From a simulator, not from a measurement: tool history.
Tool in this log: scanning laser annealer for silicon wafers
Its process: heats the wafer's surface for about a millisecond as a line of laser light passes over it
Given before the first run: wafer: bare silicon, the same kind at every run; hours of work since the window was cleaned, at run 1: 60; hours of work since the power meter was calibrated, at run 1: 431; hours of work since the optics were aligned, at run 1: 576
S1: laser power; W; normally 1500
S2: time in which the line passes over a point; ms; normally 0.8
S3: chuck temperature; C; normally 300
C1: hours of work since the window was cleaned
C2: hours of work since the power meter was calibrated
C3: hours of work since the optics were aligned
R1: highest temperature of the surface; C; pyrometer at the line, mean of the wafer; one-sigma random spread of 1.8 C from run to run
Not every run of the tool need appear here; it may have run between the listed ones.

run	hour	S1	S2	S3	C1	C2	C3	R1
1	0	1500	0.8	300	60	431	576	1038
2	27.8	1500	0.8	300	74	445	590	1036
3	50.1	1500	0.8	300	85	457	602	1038
4	76.1	1500	0.8	300	99	470	615	1039
# hour 79.5: window over the wafer cleaned
5	100.2	1500	0.584	300	11	481	626	912
6	115.2	1500	0.8	288	18	489	634	1022
7	141.8	1287	0.841	300	32	502	647	929
8	170.5	1557	0.702	300	46	517	662	1011
9	190	1548	0.879	315	56	527	672	1119
# hour 211: window over the wafer cleaned, once more
10	221.2	1548	0.763	315	5	541	687	1065

Pick out some run-to-run changes in R1. Of each, how much would a tool without hidden state show as well, from the settings, what came in and chance, and how much is left for the hidden state and any gauge scatter not in both results compared?
Hidden conditions of the tool in this case: light that passes the window, % of a clean one's; laser's true power over the reading, %; width of the line over the set one, %; drift of the gauge itself on peak_c, C.
Run 4 -> 5: S2 0.8 -> 0.584, window over the wafer cleaned. R1 -127 C: hidden state -2, all else -125.
Run 9 -> 10: S2 0.879 -> 0.763, window over the wafer cleaned, once more. R1 -54 C: hidden state +11, all else -65.
